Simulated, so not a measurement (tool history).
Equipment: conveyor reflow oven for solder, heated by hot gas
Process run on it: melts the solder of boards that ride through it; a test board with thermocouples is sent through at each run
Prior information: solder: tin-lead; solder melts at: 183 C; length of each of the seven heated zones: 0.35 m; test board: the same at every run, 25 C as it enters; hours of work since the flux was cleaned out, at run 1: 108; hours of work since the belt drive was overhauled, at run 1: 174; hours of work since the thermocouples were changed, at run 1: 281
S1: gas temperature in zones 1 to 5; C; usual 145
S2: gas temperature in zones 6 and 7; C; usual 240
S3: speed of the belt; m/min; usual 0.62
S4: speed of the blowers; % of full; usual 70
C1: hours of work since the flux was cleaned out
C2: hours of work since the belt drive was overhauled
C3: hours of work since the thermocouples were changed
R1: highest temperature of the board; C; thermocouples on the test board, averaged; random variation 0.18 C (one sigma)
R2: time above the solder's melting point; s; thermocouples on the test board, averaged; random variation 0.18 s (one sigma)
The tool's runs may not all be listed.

run,hour,S1,S2,S3,S4,C1,C2,C3,R1,R2
1,0,145,240,0.62,70,108,174,281,220.1,54.1
2,9.5,145,240,0.62,70,114,181,287,220.6,54.1
3,21.7,145,240,0.62,70,123,189,296,219.9,54.4
4,32.3,145,240,0.699,70,130,196,303,215.9,44.7
5,46.5,145,240,0.62,70,139,206,312,220.3,54.1
6,62.8,145,240,0.512,70,150,217,323,226.7,70.9
7,77.1,145,240,0.512,70,160,226,333,226.2,71
8,84,145,240,0.512,70,165,231,338,226.6,71
9,95.2,131,240,0.62,70,172,238,345,216.4,47.3
10,106.7,152,240,0.62,70,180,246,353,221.7,57.9
# hour 112.9: flux residue cleaned out of gas plates and filters
11,119.9,152,248,0.62,70,5,252,358,227.9,61.4
12,134.2,145,240,0.62,70,14,261,368,219.4,53.7
13,150.1,151,246,0.618,70,25,272,379,226.2,60.2
14,157.3,145,251,0.62,70,30,277,384,228.5,59.4
# hour 167.9: flux residue cleaned out of gas plates and filters, once more
15,169.6,133,240,0.62,70,1,282,388,218.2,49.4
16,176.9,150,240,0.62,79,6,287,393,224.4,59
17,191.1,150,240,0.62,79,16,296,403,224.8,59.2
18,200.8,150,240,0.62,79,22,303,409,224.8,59
19,214.3,150,240,0.63,84,31,312,419,225.3,58.8
20,226.1,133,235,0.63,78,39,320,426,216.2,47.5
21,239.6,157,235,0.605,72,48,329,436,220.5,61.1

Run 22 is up next; what results do you expect?
22,250,151,230,0.615,90,55,336,443,?,?

R1: 218.9 C
R2: 57.3 s
The same run, on a tool lacking any hidden state, would have yielded R1 217.5 C, R2 56.2 s.
